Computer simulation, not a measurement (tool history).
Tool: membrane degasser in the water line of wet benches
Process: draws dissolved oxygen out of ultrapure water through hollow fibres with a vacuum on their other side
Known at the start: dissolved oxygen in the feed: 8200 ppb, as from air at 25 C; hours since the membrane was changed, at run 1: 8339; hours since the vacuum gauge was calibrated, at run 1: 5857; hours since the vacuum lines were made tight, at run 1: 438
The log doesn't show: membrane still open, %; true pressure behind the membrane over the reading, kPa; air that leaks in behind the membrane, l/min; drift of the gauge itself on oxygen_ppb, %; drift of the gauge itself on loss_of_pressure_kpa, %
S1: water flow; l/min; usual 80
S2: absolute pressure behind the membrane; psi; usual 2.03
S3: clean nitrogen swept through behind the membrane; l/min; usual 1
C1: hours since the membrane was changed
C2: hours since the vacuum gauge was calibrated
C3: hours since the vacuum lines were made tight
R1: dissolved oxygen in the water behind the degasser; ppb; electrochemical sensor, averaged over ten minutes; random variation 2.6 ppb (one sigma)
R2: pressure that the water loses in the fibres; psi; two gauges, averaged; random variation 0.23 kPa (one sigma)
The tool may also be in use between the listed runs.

{"run": 1, "hour": 0.0, "S1": 80, "S2": 2.03, "S3": 1, "C1": 8339, "C2": 5857, "C3": 438, "R1": 1337.7, "R2": 8.707}
{"run": 2, "hour": 148.8, "S1": 55, "S2": 2.03, "S3": 1, "C1": 8488, "C2": 6006, "C3": 586, "R1": 1033.6, "R2": 6.021}
{"run": 3, "hour": 273.0, "S1": 80, "S2": 2.03, "S3": 1, "C1": 8612, "C2": 6130, "C3": 711, "R1": 1335.1, "R2": 8.739}
{"run": 4, "hour": 448.4, "S1": 80, "S2": 2.03, "S3": 1, "C1": 8788, "C2": 6306, "C3": 886, "R1": 1337.1, "R2": 8.746}
{"run": 5, "hour": 600.2, "S1": 80, "S2": 2.03, "S3": 1, "C1": 8940, "C2": 6457, "C3": 1038, "R1": 1338.9, "R2": 8.762}
{"run": 6, "hour": 743.8, "S1": 80, "S2": 2.03, "S3": 1, "C1": 9083, "C2": 6601, "C3": 1181, "R1": 1338.9, "R2": 8.711}
{"hour": 757.8, "done": "vacuum gauge calibrated"}
{"run": 7, "hour": 905.3, "S1": 80, "S2": 2.03, "S3": 1, "C1": 9244, "C2": 148, "C3": 1342, "R1": 1300.1, "R2": 8.792}
{"run": 8, "hour": 1087.2, "S1": 80, "S2": 2.03, "S3": 1, "C1": 9426, "C2": 329, "C3": 1524, "R1": 1302.3, "R2": 8.797}
{"run": 9, "hour": 1294.9, "S1": 80, "S2": 2.03, "S3": 1, "C1": 9634, "C2": 537, "C3": 1732, "R1": 1305.3, "R2": 8.798}
{"run": 10, "hour": 1390.2, "S1": 80, "S2": 2.03, "S3": 1, "C1": 9729, "C2": 632, "C3": 1827, "R1": 1304, "R2": 8.744}
{"run": 11, "hour": 1528.8, "S1": 80, "S2": 2.03, "S3": 1, "C1": 9868, "C2": 771, "C3": 1966, "R1": 1305.5, "R2": 8.73}
{"run": 12, "hour": 1648.9, "S1": 80, "S2": 2.03, "S3": 1, "C1": 9988, "C2": 891, "C3": 2086, "R1": 1305.7, "R2": 8.811}
{"run": 13, "hour": 1783.8, "S1": 80, "S2": 2.03, "S3": 1, "C1": 10123, "C2": 1026, "C3": 2221, "R1": 1305.1, "R2": 8.852}
{"run": 14, "hour": 1991.4, "S1": 80, "S2": 2.03, "S3": 1, "C1": 10330, "C2": 1234, "C3": 2429, "R1": 1309.3, "R2": 8.817}
{"run": 15, "hour": 2196.7, "S1": 80, "S2": 2.03, "S3": 1, "C1": 10536, "C2": 1439, "C3": 2634, "R1": 1310.6, "R2": 8.789}
{"run": 16, "hour": 2376.7, "S1": 80, "S2": 2.03, "S3": 1, "C1": 10716, "C2": 1619, "C3": 2814, "R1": 1311.8, "R2": 8.878}
{"run": 17, "hour": 2508.9, "S1": 80, "S2": 2.03, "S3": 1, "C1": 10848, "C2": 1751, "C3": 2946, "R1": 1310.7, "R2": 8.879}
{"run": 18, "hour": 2668.3, "S1": 84, "S2": 2.2, "S3": 2.16, "C1": 11007, "C2": 1911, "C3": 3105, "R1": 896, "R2": 9.385}
{"run": 19, "hour": 2850.9, "S1": 49, "S2": 2.83, "S3": 1.36, "C1": 11190, "C2": 2093, "C3": 3288, "R1": 1076.2, "R2": 5.437}
{"run": 20, "hour": 2973.7, "S1": 49, "S2": 2.83, "S3": 1.36, "C1": 11313, "C2": 2216, "C3": 3411, "R1": 1080.3, "R2": 5.424}
{"run": 21, "hour": 3177.0, "S1": 61, "S2": 1.62, "S3": 0.78, "C1": 11516, "C2": 2419, "C3": 3614, "R1": 978.9, "R2": 6.769}
{"run": 22, "hour": 3346.7, "S1": 80, "S2": 2.6, "S3": 1, "C1": 11686, "C2": 2589, "C3": 3784, "R1": 1708.4, "R2": 8.936}
{"run": 23, "hour": 3506.0, "S1": 53, "S2": 3.95, "S3": 2.07, "C1": 11845, "C2": 2748, "C3": 3943, "R1": 1173.1, "R2": 5.897}
{"run": 24, "hour": 3717.4, "S1": 62, "S2": 2.96, "S3": 0.99, "C1": 12056, "C2": 2960, "C3": 4155, "R1": 1652.1, "R2": 6.901}
{"run": 25, "hour": 3852.1, "S1": 80, "S2": 2.41, "S3": 1, "C1": 12191, "C2": 3094, "C3": 4289, "R1": 1582, "R2": 8.898}

Run 26 comes next. What will it give?
{"run": 26, "hour": 4006.2, "S1": 80, "S2": 2.41, "S3": 1, "C1": 12345, "C2": 3248, "C3": 4443, "R1": "?", "R2": "?"}

{"run 26": {"R1": 1580.3, "R2": 9.023}}
Without the tool's hidden state the same run would have given R1 1560.1 ppb, R2 8.324 psi.

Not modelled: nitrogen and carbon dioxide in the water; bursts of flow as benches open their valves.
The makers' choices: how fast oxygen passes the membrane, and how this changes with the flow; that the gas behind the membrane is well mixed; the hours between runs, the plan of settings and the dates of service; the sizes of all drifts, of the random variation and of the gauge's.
